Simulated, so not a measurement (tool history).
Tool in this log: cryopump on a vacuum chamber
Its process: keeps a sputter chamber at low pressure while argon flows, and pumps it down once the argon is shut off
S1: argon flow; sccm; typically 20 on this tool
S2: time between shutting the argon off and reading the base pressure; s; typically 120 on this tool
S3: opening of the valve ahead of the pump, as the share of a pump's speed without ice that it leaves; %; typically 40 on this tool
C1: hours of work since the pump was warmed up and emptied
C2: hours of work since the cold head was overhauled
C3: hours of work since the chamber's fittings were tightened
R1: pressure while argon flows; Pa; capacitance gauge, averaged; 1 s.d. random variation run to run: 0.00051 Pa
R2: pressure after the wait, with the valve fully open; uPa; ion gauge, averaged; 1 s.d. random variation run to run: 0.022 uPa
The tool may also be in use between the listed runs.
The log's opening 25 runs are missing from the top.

| run | day | S1 | S2 | S3 | C1 | C2 | C3 | R1 | R2 |
|---|---|---|---|---|---|---|---|---|---|
|  | 67.638 | pump warmed up, emptied and cooled again |
| 26 | 69.971 | 33 | 26 | 38 | 49 | 3681 | 506 | 0.0676 | 2.47 |
| 27 | 73.350 | 27 | 26 | 37 | 120 | 3751 | 576 | 0.0566 | 2.52 |
| 28 | 76.250 | 15 | 26 | 37 | 180 | 3812 | 637 | 0.0323 | 2.54 |
| 29 | 77.838 | 29 | 225 | 37 | 213 | 3845 | 670 | 0.0614 | 1.00 |
| 30 | 80.000 | 12 | 33 | 59 | 259 | 3891 | 715 | 0.0174 | 2.33 |
| 31 | 83.188 | 10 | 37 | 49 | 325 | 3957 | 782 | 0.0176 | 2.20 |
| 32 | 85.425 | 14 | 111 | 26 | 372 | 4004 | 829 | 0.0432 | 1.45 |
| 33 | 87.496 | 35 | 50 | 23 | 415 | 4047 | 872 | 0.1212 | 2.02 |
| 34 | 90.821 | 20 | 46 | 30 | 485 | 4117 | 942 | 0.0551 | 2.26 |
| 35 | 92.967 | 13 | 34 | 30 | 530 | 4162 | 986 | 0.0353 | 2.72 |

3 options for the next run, each taken on its own from the tool as it stands now. Forecast them:
| A | 94.396 | 8 | 30 | 40 | 560 | 4192 | 1016 | ? | ? |
| B | 94.396 | 13 | 79 | 54 | 560 | 4192 | 1016 | ? | ? |
| C | 94.396 | 8 | 212 | 35 | 560 | 4192 | 1016 | ? | ? |

| run | R1 | R2 |
|---|---|---|
| A | 0.0168 | 2.94 |
| B | 0.0222 | 1.93 |
| C | 0.0195 | 1.59 |
What these runs would have given with no unlogged condition in the tool:
| run | R1 | R2 |
|---|---|---|
| A | 0.0143 | 1.74 |
| B | 0.0182 | 0.73 |
| C | 0.0171 | 0.36 |
